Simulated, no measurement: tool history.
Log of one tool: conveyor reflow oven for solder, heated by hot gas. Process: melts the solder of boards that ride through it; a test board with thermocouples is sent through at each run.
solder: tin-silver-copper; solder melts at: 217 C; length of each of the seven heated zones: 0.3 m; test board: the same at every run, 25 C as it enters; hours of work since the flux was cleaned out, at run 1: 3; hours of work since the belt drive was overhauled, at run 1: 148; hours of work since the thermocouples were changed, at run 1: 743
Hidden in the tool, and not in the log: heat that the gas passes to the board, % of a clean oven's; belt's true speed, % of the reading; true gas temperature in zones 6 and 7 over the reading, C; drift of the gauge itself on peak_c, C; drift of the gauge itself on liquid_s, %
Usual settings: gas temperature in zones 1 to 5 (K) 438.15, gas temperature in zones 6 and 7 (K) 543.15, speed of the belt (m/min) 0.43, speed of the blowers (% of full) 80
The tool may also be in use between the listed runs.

run,day,gas temperature in zones 1 to 5 (K),gas temperature in zones 6 and 7 (K),speed of the belt (m/min),speed of the blowers (% of full),hours of work since the flux was cleaned out,hours of work since the belt drive was overhauled,hours of work since the thermocouples were changed,highest temperature of the board (K),time above the solder's melting point (s)
1,0,438.15,543.15,0.43,80,3,148,743,530.15,63.3
2,0.371,438.15,543.15,0.43,52,10,155,750,520.65,53.6
3,0.738,437.15,543.15,0.43,52,17,162,756,520.35,53.1
4,1.196,437.15,543.15,0.43,52,25,170,765,520.55,53.6
5,1.542,437.15,543.15,0.43,52,31,176,771,520.65,52.8
6,1.792,438.15,543.15,0.404,80,36,181,776,531.45,69.6
7,2.329,438.15,543.15,0.43,80,46,190,785,529.75,63.9
8,2.575,438.15,543.15,0.43,80,50,195,790,529.45,63.4
9,3.075,438.15,543.15,0.43,80,59,204,799,529.95,63.7
10,3.467,438.15,543.15,0.43,80,66,211,806,529.65,63.6
11,3.688,438.15,543.15,0.43,68,70,215,810,526.85,60.3
12,4.083,438.15,543.15,0.43,68,77,222,817,526.35,60.4
13,4.462,438.15,554.15,0.49,80,84,229,824,535.15,58.2
14,4.946,438.15,550.15,0.49,60,93,238,833,523.85,49.4
# day 5.138: belt drive overhauled, speed set with a stopwatch
15,5.396,438.15,536.15,0.428,80,98,5,838,523.45,59
16,5.662,452.15,544.15,0.413,57,103,9,843,527.95,69.6
17,6.046,452.15,544.15,0.413,57,110,16,850,527.75,68.8
18,6.379,452.15,544.15,0.413,57,116,22,856,528.05,69.6
19,6.717,452.15,544.15,0.413,57,122,29,862,528.15,69.1
# day 6.975: belt drive overhauled, speed set with a stopwatch, once more
20,7.208,429.15,543.15,0.43,51,128,4,868,517.75,47.1
21,7.433,434.15,535.15,0.357,78,132,8,872,526.65,74.2
22,7.933,434.15,535.15,0.357,78,141,17,881,526.05,74.3
23,8.329,428.15,553.15,0.444,66,148,24,888,530.95,57.8

Forecast each of these 4 alternatives for the next run:
A,8.8,428.15,554.15,0.385,77,157,33,896,?,?
B,8.8,448.15,542.15,0.444,66,157,33,896,?,?
C,8.8,428.15,542.15,0.48,66,157,33,896,?,?
D,8.8,438.15,553.15,0.43,80,157,33,896,?,?

run,highest temperature of the board (K),time above the solder's melting point (s)
A,541.15,75.8
B,525.25,60.4
C,517.95,42.6
D,538.35,69
Without the tool's hidden state the same runs would have given:
run,highest temperature of the board (K),time above the solder's melting point (s)
A,540.35,75.4
B,524.55,60
C,517.55,42.4
D,537.75,68.7
